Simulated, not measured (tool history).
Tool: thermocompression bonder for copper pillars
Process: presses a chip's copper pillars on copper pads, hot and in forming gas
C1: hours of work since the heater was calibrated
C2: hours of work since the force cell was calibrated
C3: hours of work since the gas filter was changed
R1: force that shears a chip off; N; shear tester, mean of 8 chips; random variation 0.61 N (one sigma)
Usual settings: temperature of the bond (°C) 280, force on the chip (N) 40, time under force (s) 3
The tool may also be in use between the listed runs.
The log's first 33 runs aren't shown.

{"run": 34, "hour": 1302.5, "temperature of the bond (°C)": 285, "force on the chip (N)": 26, "time under force (s)": 3, "C1": 1169, "C2": 1711, "C3": 225, "R1": 88.9}
{"hour": 1349.6, "done": "heater calibrated with a thermocouple chip"}
{"run": 35, "hour": 1350.4, "temperature of the bond (°C)": 285, "force on the chip (N)": 26, "time under force (s)": 3, "C1": 0, "C2": 1735, "C3": 249, "R1": 80.8}
{"hour": 1373.5, "done": "forming gas filter changed"}
{"run": 36, "hour": 1401.1, "temperature of the bond (°C)": 285, "force on the chip (N)": 26, "time under force (s)": 3, "C1": 27, "C2": 1762, "C3": 15, "R1": 82.6}
{"run": 37, "hour": 1454.6, "temperature of the bond (°C)": 283, "force on the chip (N)": 26, "time under force (s)": 4, "C1": 56, "C2": 1791, "C3": 44, "R1": 88.2}
{"run": 38, "hour": 1481.9, "temperature of the bond (°C)": 283, "force on the chip (N)": 24, "time under force (s)": 8, "C1": 71, "C2": 1806, "C3": 58, "R1": 100.0}
{"run": 39, "hour": 1522.8, "temperature of the bond (°C)": 286, "force on the chip (N)": 43, "time under force (s)": 8, "C1": 93, "C2": 1828, "C3": 80, "R1": 115.8}
{"run": 40, "hour": 1558.5, "temperature of the bond (°C)": 286, "force on the chip (N)": 26, "time under force (s)": 5, "C1": 112, "C2": 1847, "C3": 99, "R1": 95.8}
{"hour": 1571.4, "done": "force cell calibrated"}
{"run": 41, "hour": 1607.1, "temperature of the bond (°C)": 286, "force on the chip (N)": 26, "time under force (s)": 5, "C1": 137, "C2": 19, "C3": 125, "R1": 93.8}

3 ways to go on from here, each from the tool as it stands after run 41. What would each give?
{"run": "A", "hour": 1643.5, "temperature of the bond (°C)": 286, "force on the chip (N)": 37, "time under force (s)": 5, "C1": 157, "C2": 39, "C3": 144, "R1": "?"}
{"run": "B", "hour": 1643.5, "temperature of the bond (°C)": 281, "force on the chip (N)": 29, "time under force (s)": 3, "C1": 157, "C2": 39, "C3": 144, "R1": "?"}
{"run": "C", "hour": 1643.5, "temperature of the bond (°C)": 250, "force on the chip (N)": 33, "time under force (s)": 9, "C1": 157, "C2": 39, "C3": 144, "R1": "?"}

run=A R1=103.0
run=B R1=81.3
run=C R1=85.3
Without the tool's hidden state the same runs would have given:
run=A R1=103.4
run=B R1=81.0
run=C R1=85.0
